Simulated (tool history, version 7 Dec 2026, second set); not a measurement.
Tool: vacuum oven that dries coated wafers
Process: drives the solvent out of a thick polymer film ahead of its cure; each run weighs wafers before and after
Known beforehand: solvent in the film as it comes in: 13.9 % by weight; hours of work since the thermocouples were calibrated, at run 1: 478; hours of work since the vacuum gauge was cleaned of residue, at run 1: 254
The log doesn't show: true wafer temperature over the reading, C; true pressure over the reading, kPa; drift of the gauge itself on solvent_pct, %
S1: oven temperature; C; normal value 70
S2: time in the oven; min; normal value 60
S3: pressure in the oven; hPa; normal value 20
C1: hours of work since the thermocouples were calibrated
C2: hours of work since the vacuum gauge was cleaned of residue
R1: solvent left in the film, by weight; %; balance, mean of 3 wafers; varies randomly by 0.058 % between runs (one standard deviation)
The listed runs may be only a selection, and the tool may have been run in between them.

run,day,S1,S2,S3,C1,C2,R1
1,0,70,60,20,478,254,2.83
2,0.696,70,60,20,487,263,2.78
3,1.258,70,60,64.1,494,270,3.93
4,1.658,70,60,64.1,499,275,3.98
5,2.025,74,60,64.1,504,280,2.98
6,2.721,74,60,64.1,512,289,2.88
7,3.221,70,60,20,519,295,2.64
8,3.892,70,60,20,527,303,2.68
9,4.558,70,60,20,535,312,2.77
10,4.9,70,60,38.2,540,316,3.28
11,5.246,70,60,38.2,544,320,3.15
12,5.675,70,60,56.1,550,326,3.78
13,6.062,70,60,64.2,554,330,3.92
14,6.417,70,39,20,559,335,4.42
15,7.133,70,39,20,568,344,4.42
16,7.858,70,46,20,577,353,3.73
17,8.279,70,46,20,582,358,3.63
18,8.788,70,60,26.3,589,365,2.86
19,9.2,70,60,26.3,594,370,2.82
20,9.575,70,60,20,598,375,2.81
21,10.158,70,60,20,606,382,2.67
22,10.829,70,60,20,614,390,2.7
23,11.512,70,60,20,623,399,2.67
24,12.171,70,54,20,631,407,3.17
25,12.721,78,60,12.4,638,414,0.96
26,13.042,80,34,67.9,642,418,3.13
27,13.733,60,47,40.6,651,427,6.94
28,14.379,70,50,59.2,659,435,4.45
29,14.675,70,50,59.2,662,439,4.26
30,15.283,72,103,20,670,446,1.04
# day 15.392: vacuum gauge cleaned of residue and calibrated
31,15.646,70,60,11,674,3,2.45
32,15.946,70,60,11,678,7,2.48
33,16.667,67,60,62.3,687,16,4.69
34,16.992,67,60,62.3,691,20,4.59

Estimate the outcome of run 35 from the log above:
35,17.396,80,34,62.8,696,25,?

Run 35 yielded R1 3.09 %.
Had the tool carried no hidden state, the very same run would have given R1 3.35 %.
